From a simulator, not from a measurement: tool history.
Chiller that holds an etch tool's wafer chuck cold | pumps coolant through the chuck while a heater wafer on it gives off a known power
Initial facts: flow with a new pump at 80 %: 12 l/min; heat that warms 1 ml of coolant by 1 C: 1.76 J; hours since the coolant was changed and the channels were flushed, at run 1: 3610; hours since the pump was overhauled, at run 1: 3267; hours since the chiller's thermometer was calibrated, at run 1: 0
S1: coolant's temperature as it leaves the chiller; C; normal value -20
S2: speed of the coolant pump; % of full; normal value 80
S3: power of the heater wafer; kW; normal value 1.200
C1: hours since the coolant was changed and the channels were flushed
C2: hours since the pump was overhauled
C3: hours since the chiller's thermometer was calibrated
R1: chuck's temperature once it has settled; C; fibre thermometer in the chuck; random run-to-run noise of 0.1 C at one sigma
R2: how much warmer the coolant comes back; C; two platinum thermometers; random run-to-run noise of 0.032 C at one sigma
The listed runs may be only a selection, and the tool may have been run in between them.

run 1 hour=0.0 | S1=-20 S2=80 S3=1.200 | C1=3610 C2=3267 C3=0 | R1=-10.9 R2=3.50
run 2 hour=118.0 | S1=-20 S2=80 S3=1.200 | C1=3728 C2=3385 C3=118 | R1=-10.8 R2=3.56
run 3 hour=235.6 | S1=-20 S2=80 S3=1.200 | C1=3845 C2=3503 C3=236 | R1=-10.7 R2=3.57
run 4 hour=368.2 | S1=-20 S2=80 S3=1.200 | C1=3978 C2=3635 C3=368 | R1=-10.8 R2=3.59
run 5 hour=476.8 | S1=-20 S2=89 S3=1.200 | C1=4086 C2=3744 C3=477 | R1=-11.6 R2=3.25
run 6 hour=571.8 | S1=-20 S2=80 S3=1.178 | C1=4181 C2=3839 C3=572 | R1=-10.8 R2=3.49
run 7 hour=645.3 | S1=-20 S2=67 S3=1.200 | C1=4255 C2=3912 C3=645 | R1=-9.0 R2=4.29
run 8 hour=767.4 | S1=-20 S2=80 S3=0.826 | C1=4377 C2=4035 C3=767 | R1=-13.3 R2=2.48
run 9 hour=881.0 | S1=-20 S2=80 S3=1.200 | C1=4491 C2=4148 C3=881 | R1=-10.5 R2=3.63
-- hour=893.8 coolant pump overhauled
run 10 hour=983.3 | S1=-20 S2=80 S3=1.200 | C1=4588 C2=90 C3=978 | R1=-10.4 R2=3.70
run 11 hour=1047.8 | S1=-20 S2=80 S3=1.200 | C1=4652 C2=154 C3=1043 | R1=-10.3 R2=3.69
run 12 hour=1110.3 | S1=-21 S2=72 S3=0.637 | C1=4715 C2=216 C3=1105 | R1=-15.4 R2=2.15
run 13 hour=1184.6 | S1=-21 S2=72 S3=0.637 | C1=4789 C2=291 C3=1180 | R1=-15.2 R2=2.13
run 14 hour=1283.9 | S1=-16 S2=72 S3=0.637 | C1=4888 C2=390 C3=1279 | R1=-10.3 R2=2.19
-- hour=1343.5 coolant pump overhauled, once more
run 15 hour=1403.6 | S1=-16 S2=72 S3=0.637 | C1=5003 C2=60 C3=1394 | R1=-10.7 R2=2.00
run 16 hour=1538.4 | S1=-16 S2=72 S3=0.637 | C1=5138 C2=195 C3=1528 | R1=-10.5 R2=2.00
run 17 hour=1623.1 | S1=-29 S2=93 S3=0.796 | C1=5223 C2=280 C3=1613 | R1=-23.5 R2=1.94
run 18 hour=1678.8 | S1=-29 S2=93 S3=0.796 | C1=5278 C2=335 C3=1669 | R1=-23.5 R2=1.97

Estimate the outcome of run 19 from the log above:
run 19 hour=1809.4 | S1=-14 S2=91 S3=1.130 | C1=5409 C2=466 C3=1799 | R1=? R2=?

R1: -6.0 C
R2: 2.90 C
Had the tool carried no hidden state, the very same run would have given R1 -7.1 C, R2 2.87 C.
